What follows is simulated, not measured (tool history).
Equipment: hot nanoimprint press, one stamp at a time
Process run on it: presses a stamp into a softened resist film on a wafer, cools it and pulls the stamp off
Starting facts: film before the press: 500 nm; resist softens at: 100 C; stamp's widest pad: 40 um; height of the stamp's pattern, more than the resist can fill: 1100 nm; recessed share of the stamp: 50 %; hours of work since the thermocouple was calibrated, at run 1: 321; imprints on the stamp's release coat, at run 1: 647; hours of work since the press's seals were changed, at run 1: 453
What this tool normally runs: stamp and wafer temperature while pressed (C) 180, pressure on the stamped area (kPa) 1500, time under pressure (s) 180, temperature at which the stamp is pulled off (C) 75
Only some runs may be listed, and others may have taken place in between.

| run | hour | stamp and wafer temperature while pressed (C) | pressure on the stamped area (kPa) | time under pressure (s) | temperature at which the stamp is pulled off (C) | hours of work since the thermocouple was calibrated | imprints on the stamp's release coat | hours of work since the press's seals were changed | resist left under the stamp's widest pad (nm) | greatest force while the stamp is pulled off (N) |
|---|---|---|---|---|---|---|---|---|---|---|
| 1 | 0.0 | 180 | 1500 | 180 | 75 | 321 | 647 | 453 | 260.9 | 164 |
|  | 5.7 | plate thermocouple calibrated |
| 2 | 26.6 | 180 | 1500 | 180 | 75 | 12 | 715 | 466 | 262.7 | 166 |
| 3 | 45.0 | 180 | 1500 | 180 | 75 | 22 | 767 | 477 | 265.0 | 168 |
| 4 | 75.8 | 183 | 1500 | 180 | 75 | 39 | 856 | 494 | 234.3 | 168 |
|  | 84.3 | stamp cleaned and given a new release coat |
| 5 | 115.8 | 183 | 1500 | 180 | 75 | 58 | 90 | 513 | 236.6 | 158 |
| 6 | 156.9 | 180 | 1500 | 180 | 75 | 81 | 209 | 536 | 263.1 | 158 |
| 7 | 177.2 | 180 | 1500 | 180 | 75 | 93 | 267 | 547 | 263.6 | 159 |
| 8 | 209.6 | 180 | 1500 | 180 | 75 | 111 | 360 | 565 | 267.4 | 161 |
|  | 238.8 | plate thermocouple calibrated, once more |
| 9 | 249.3 | 180 | 1400 | 180 | 75 | 6 | 466 | 586 | 259.8 | 162 |
| 10 | 278.9 | 180 | 1400 | 180 | 75 | 22 | 551 | 603 | 260.5 | 163 |
| 11 | 316.2 | 180 | 1500 | 180 | 75 | 43 | 658 | 623 | 255.9 | 162 |
| 12 | 358.1 | 180 | 1500 | 180 | 75 | 67 | 778 | 647 | 255.5 | 165 |
|  | 392.8 | stamp cleaned and given a new release coat |
| 13 | 392.8 | 180 | 1500 | 180 | 75 | 83 | 0 | 663 | 259.8 | 155 |
| 14 | 427.0 | 180 | 1500 | 180 | 75 | 102 | 98 | 682 | 256.6 | 157 |
| 15 | 458.1 | 180 | 1500 | 180 | 75 | 119 | 187 | 699 | 256.5 | 159 |
| 16 | 481.2 | 180 | 1500 | 180 | 75 | 132 | 254 | 712 | 259.3 | 157 |
| 17 | 500.1 | 173 | 1500 | 180 | 75 | 143 | 308 | 723 | 326.7 | 158 |
| 18 | 543.6 | 180 | 1530 | 125 | 80 | 167 | 433 | 747 | 292.9 | 153 |
| 19 | 581.3 | 180 | 1530 | 125 | 80 | 188 | 541 | 768 | 294.8 | 155 |
| 20 | 620.7 | 191 | 1120 | 104 | 75 | 210 | 655 | 790 | 243.1 | 165 |
| 21 | 647.0 | 191 | 1120 | 104 | 75 | 225 | 730 | 805 | 244.7 | 164 |
| 22 | 684.8 | 191 | 1120 | 104 | 75 | 246 | 839 | 826 | 242.9 | 166 |
|  | 698.2 | stamp cleaned and given a new release coat |
| 23 | 733.0 | 191 | 1120 | 104 | 75 | 270 | 100 | 850 | 246.0 | 156 |
| 24 | 755.2 | 191 | 1120 | 104 | 75 | 282 | 164 | 862 | 247.4 | 158 |
| 25 | 798.9 | 191 | 1120 | 104 | 75 | 307 | 289 | 887 | 248.0 | 163 |
|  | 829.9 | plate thermocouple calibrated |
| 26 | 840.1 | 173 | 990 | 180 | 75 | 6 | 399 | 908 | 366.6 | 159 |
| 27 | 869.6 | 180 | 950 | 180 | 75 | 22 | 484 | 925 | 301.4 | 162 |
| 28 | 889.9 | 180 | 950 | 180 | 75 | 34 | 542 | 936 | 303.1 | 160 |
| 29 | 930.5 | 180 | 1910 | 131 | 73 | 56 | 659 | 959 | 270.2 | 167 |

Alternative continuations, all from the tool just after run 29; predict every row:
| A | 964.9 | 182 | 1500 | 180 | 83 | 76 | 758 | 978 | ? | ? |
| B | 964.9 | 175 | 1500 | 267 | 82 | 76 | 758 | 978 | ? | ? |
| C | 964.9 | 180 | 2360 | 131 | 81 | 76 | 758 | 978 | ? | ? |
| D | 964.9 | 175 | 1210 | 180 | 70 | 76 | 758 | 978 | ? | ? |
| E | 964.9 | 180 | 1910 | 131 | 69 | 76 | 758 | 978 | ? | ? |

| run | resist left under the stamp's widest pad (nm) | greatest force while the stamp is pulled off (N) |
|---|---|---|
| A | 244.0 | 148 |
| B | 275.7 | 153 |
| C | 252.3 | 153 |
| D | 328.8 | 173 |
| E | 270.1 | 178 |
Stripped of hidden state, with their random variation kept, the same runs would have yielded:
| run | resist left under the stamp's widest pad (nm) | greatest force while the stamp is pulled off (N) |
|---|---|---|
| A | 230.8 | 136 |
| B | 261.4 | 141 |
| C | 233.5 | 141 |
| D | 316.6 | 159 |
| E | 253.7 | 164 |
